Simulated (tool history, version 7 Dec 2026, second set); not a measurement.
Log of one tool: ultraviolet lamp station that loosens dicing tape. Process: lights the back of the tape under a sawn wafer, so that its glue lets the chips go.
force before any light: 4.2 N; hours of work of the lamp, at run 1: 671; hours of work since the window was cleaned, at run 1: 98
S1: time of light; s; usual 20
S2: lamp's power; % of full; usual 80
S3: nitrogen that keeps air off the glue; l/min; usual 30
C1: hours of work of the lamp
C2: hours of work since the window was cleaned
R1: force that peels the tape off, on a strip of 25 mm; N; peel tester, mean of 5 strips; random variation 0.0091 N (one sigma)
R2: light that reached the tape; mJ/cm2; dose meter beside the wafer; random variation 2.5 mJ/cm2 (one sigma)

run   hour  S1   S2  S3   C1   C2     R1   R2
  1    0.0  20   80  30  671   98  0.475  249
  2   45.4  20   80  30  690  117  0.490  243
  3  106.1  17   80  30  715  142  0.609  206
  4  161.9  17   80  30  737  164  0.633  205
  5  221.3  20   80  30  762  189  0.522  239
  6  284.5  20   80  30  788  214  0.497  235
  7  320.7  20   80  30  802  229  0.541  231
  8  395.8  20   80  30  833  260  0.534  227
  9  432.8  22   80  14  848  275  0.616  255
 10  497.4  22   80  14  875  302  0.644  246
 11  548.1  12   70  29  895  322  1.324  118
 12  593.9  12  100  29  914  341  0.861  165
 13  664.0  31   81  44  943  370  0.311  341
 14  700.2  31   81  44  957  384  0.310  342
 15  735.1  14   71  14  972  399  1.450  130
     742.4  -- window cleaned of glue's vapour
 16  775.6  33   67  20  988   14  0.395  319

How the hidden state differs across the entries between the runs, from the last listed run before each to the first after it:
Between runs 15 and 16: window cleaned of glue's vapour (hour 742.4)
  lamp's light, % of a new lamp's: 78.3 -> 78; light that the window lets through, % of a clean one's: 90.5 -> 99.5
  measured less the result without the state, R1: +0.474 -> +0.092 N; R2: -55 -> -92 mJ/cm2

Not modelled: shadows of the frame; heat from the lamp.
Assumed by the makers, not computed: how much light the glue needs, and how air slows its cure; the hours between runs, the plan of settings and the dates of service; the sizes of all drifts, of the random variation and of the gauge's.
